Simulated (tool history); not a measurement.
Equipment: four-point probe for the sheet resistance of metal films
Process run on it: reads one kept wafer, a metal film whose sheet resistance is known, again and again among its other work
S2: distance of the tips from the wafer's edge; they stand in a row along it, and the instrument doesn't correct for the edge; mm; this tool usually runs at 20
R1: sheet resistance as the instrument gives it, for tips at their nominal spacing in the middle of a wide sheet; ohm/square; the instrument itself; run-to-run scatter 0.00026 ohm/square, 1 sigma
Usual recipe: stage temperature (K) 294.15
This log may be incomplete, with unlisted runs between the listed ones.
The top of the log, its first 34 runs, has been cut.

{"run": 35, "hour": 568.8, "stage temperature (K)": 308.15, "S2": 37, "R1": 1.275099}
{"run": 36, "hour": 578.0, "stage temperature (K)": 308.15, "S2": 37, "R1": 1.274878}
{"run": 37, "hour": 597.9, "stage temperature (K)": 308.15, "S2": 37, "R1": 1.275311}
{"run": 38, "hour": 607.4, "stage temperature (K)": 308.15, "S2": 37, "R1": 1.275359}
{"run": 39, "hour": 618.3, "stage temperature (K)": 299.15, "S2": 10, "R1": 1.288302}
{"run": 40, "hour": 628.3, "stage temperature (K)": 299.15, "S2": 6, "R1": 1.300896}
{"run": 41, "hour": 646.1, "stage temperature (K)": 291.15, "S2": 20, "R1": 1.289731}
{"run": 42, "hour": 665.2, "stage temperature (K)": 291.15, "S2": 20, "R1": 1.290007}
{"run": 43, "hour": 683.3, "stage temperature (K)": 291.15, "S2": 20, "R1": 1.290083}
{"run": 44, "hour": 703.6, "stage temperature (K)": 291.15, "S2": 20, "R1": 1.290292}
{"run": 45, "hour": 722.2, "stage temperature (K)": 294.15, "S2": 23, "R1": 1.287268}

Alternative continuations, all from the tool just after run 45; predict every row:
{"run": "A", "hour": 737.5, "stage temperature (K)": 293.15, "S2": 20, "R1": "?"}
{"run": "B", "hour": 737.5, "stage temperature (K)": 294.15, "S2": 60, "R1": "?"}
{"run": "C", "hour": 737.5, "stage temperature (K)": 302.15, "S2": 31, "R1": "?"}

run=A R1=1.288527
run=B R1=1.286176
run=C R1=1.279997
With no hidden state in the tool, these same runs would have given:
run=A R1=1.287621
run=B R1=1.285264
run=C R1=1.279038

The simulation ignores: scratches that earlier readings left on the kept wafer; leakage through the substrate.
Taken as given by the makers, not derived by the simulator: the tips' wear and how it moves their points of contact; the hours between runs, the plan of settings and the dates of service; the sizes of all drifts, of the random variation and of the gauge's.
